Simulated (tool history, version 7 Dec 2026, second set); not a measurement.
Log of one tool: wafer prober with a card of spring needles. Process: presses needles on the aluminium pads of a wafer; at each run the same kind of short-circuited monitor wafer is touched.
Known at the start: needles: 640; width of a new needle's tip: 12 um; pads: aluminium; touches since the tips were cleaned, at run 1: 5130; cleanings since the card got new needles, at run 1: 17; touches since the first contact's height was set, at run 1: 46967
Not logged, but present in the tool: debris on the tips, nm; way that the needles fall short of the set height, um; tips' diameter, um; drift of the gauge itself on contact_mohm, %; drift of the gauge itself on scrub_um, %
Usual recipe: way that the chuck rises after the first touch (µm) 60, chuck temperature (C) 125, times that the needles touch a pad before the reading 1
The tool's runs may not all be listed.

| run | hour | way that the chuck rises after the first touch (µm) | chuck temperature (C) | times that the needles touch a pad before the reading | touches since the tips were cleaned | cleanings since the card got new needles | touches since the first contact's height was set | resistance of one needle with its contact and lead (mohm) | way that a needle slides on the pad (µm) |
|---|---|---|---|---|---|---|---|---|---|
| 1 | 0.0 | 60 | 125 | 1 | 5130 | 17 | 46967 | 356 | 13.83 |
| 2 | 5.0 | 60 | 125 | 1 | 7270 | 17 | 49107 | 368 | 13.80 |
|  | 6.2 | tips cleaned on abrasive film |
| 3 | 11.2 | 60 | 125 | 1 | 2168 | 18 | 51738 | 314 | 13.80 |
| 4 | 19.7 | 60 | 125 | 1 | 5810 | 18 | 55380 | 366 | 13.80 |
|  | 24.2 | tips cleaned on abrasive film |
| 5 | 29.3 | 60 | 125 | 1 | 2197 | 19 | 59469 | 326 | 13.81 |
| 6 | 34.8 | 56 | 65 | 1 | 4555 | 19 | 61827 | 376 | 12.88 |
|  | 42.4 | tips cleaned on abrasive film |
| 7 | 46.3 | 56 | 65 | 1 | 1712 | 20 | 66739 | 328 | 12.88 |
| 8 | 57.1 | 46 | 65 | 1 | 6354 | 20 | 71381 | 468 | 10.53 |
|  | 61.0 | tips cleaned on abrasive film |
| 9 | 67.2 | 45 | 65 | 1 | 2651 | 21 | 75659 | 417 | 10.26 |
| 10 | 77.9 | 71 | 28 | 1 | 7229 | 21 | 80237 | 323 | 16.28 |

Each row is a separate what-if for the run after 10, all from the same tool condition, not one after another. Results?
|  | 79.3 | tips cleaned on abrasive film |
| A | 88.8 | 72 | 29 | 1 | 4102 | 22 | 84905 | ? | ? |
|  | 79.3 | tips cleaned on abrasive film |
| B | 88.8 | 65 | 124 | 2 | 4102 | 22 | 84905 | ? | ? |
|  | 79.3 | tips cleaned on abrasive film |
| C | 88.8 | 63 | 28 | 2 | 4102 | 22 | 84905 | ? | ? |
|  | 79.3 | tips cleaned on abrasive film |
| D | 88.8 | 66 | 125 | 1 | 4102 | 22 | 84905 | ? | ? |
|  | 79.3 | tips cleaned on abrasive film |
| E | 88.8 | 69 | 52 | 1 | 4102 | 22 | 84905 | ? | ? |

| run | resistance of one needle with its contact and lead (mohm) | way that a needle slides on the pad (µm) |
|---|---|---|
| A | 306 | 16.57 |
| B | 288 | 14.91 |
| C | 285 | 14.42 |
| D | 329 | 15.12 |
| E | 318 | 15.83 |
The same runs, with their run-to-run variation unchanged, on a tool lacking any hidden condition would have given:
| run | resistance of one needle with its contact and lead (mohm) | way that a needle slides on the pad (µm) |
|---|---|---|
| A | 192 | 16.72 |
| B | 218 | 15.07 |
| C | 198 | 14.58 |
| D | 217 | 15.28 |
| E | 201 | 15.98 |
